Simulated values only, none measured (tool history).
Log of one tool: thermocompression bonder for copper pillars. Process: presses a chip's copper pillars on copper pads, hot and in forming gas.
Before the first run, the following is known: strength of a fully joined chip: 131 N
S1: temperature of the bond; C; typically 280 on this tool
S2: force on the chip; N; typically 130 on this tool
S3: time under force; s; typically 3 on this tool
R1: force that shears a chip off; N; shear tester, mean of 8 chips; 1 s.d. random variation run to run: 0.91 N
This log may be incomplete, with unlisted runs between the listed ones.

Run 1, hour 0.0: usual settings. Result: R1 69.3 N.
Run 2, hour 4.2: usual settings. Result: R1 70.3 N.
Run 3, hour 10.3: usual settings. Result: R1 70.8 N.
Run 4, hour 15.0: usual settings. Result: R1 71.0 N.
Run 5, hour 20.4: usual settings. Result: R1 69.1 N.
Run 6, hour 24.6: usual settings but S2 80 N. Result: R1 43.1 N.
Run 7, hour 32.2: usual settings but S1 256 C. Result: R1 51.1 N.
Run 8, hour 35.9: usual settings but S1 256 C. Result: R1 52.4 N.
Run 9, hour 40.6: usual settings but S1 256 C. Result: R1 50.9 N.
Run 10, hour 46.4: usual settings. Result: R1 70.6 N.
Run 11, hour 52.0: usual settings. Result: R1 69.0 N.
Run 12, hour 58.1: usual settings. Result: R1 69.2 N.
Run 13, hour 63.4: usual settings. Result: R1 67.9 N.
Run 14, hour 70.5: usual settings but S1 274 C, S2 85 N, S3 2 s. Result: R1 34.9 N.
Run 15, hour 77.6: usual settings but S1 283 C, S2 100 N, S3 2 s. Result: R1 46.7 N.
Run 16, hour 83.5: usual settings but S1 283 C, S2 100 N, S3 2 s. Result: R1 47.6 N.
Run 17, hour 90.2: usual settings but S1 283 C, S2 100 N, S3 2 s. Result: R1 47.1 N.
At hour 92.3: force cell calibrated.
Run 18, hour 97.9: usual settings but S3 8 s. Result: R1 89.0 N.
Run 19, hour 104.3: usual settings but S3 8 s. Result: R1 88.0 N.
Run 20, hour 108.0: usual settings but S1 255 C, S2 126 N, S3 7 s. Result: R1 64.5 N.
Run 21, hour 115.0: usual settings but S1 255 C, S2 126 N, S3 7 s. Result: R1 64.0 N.
At hour 116.7: forming gas filter changed.
Run 22, hour 119.3: usual settings but S1 255 C, S2 126 N, S3 7 s. Result: R1 66.0 N.
At hour 125.7: force cell calibrated, once more.
Run 23, hour 126.2: usual settings but S1 255 C, S2 126 N, S3 7 s. Result: R1 73.7 N.

The next listed run, before its measurement:
Run 24, hour 133.0: usual settings but S3 4 s. Result: R1 ?.

Logged for run 24: R1 82.4 N.
Had the tool carried no hidden state, the very same run would have given R1 81.5 N.
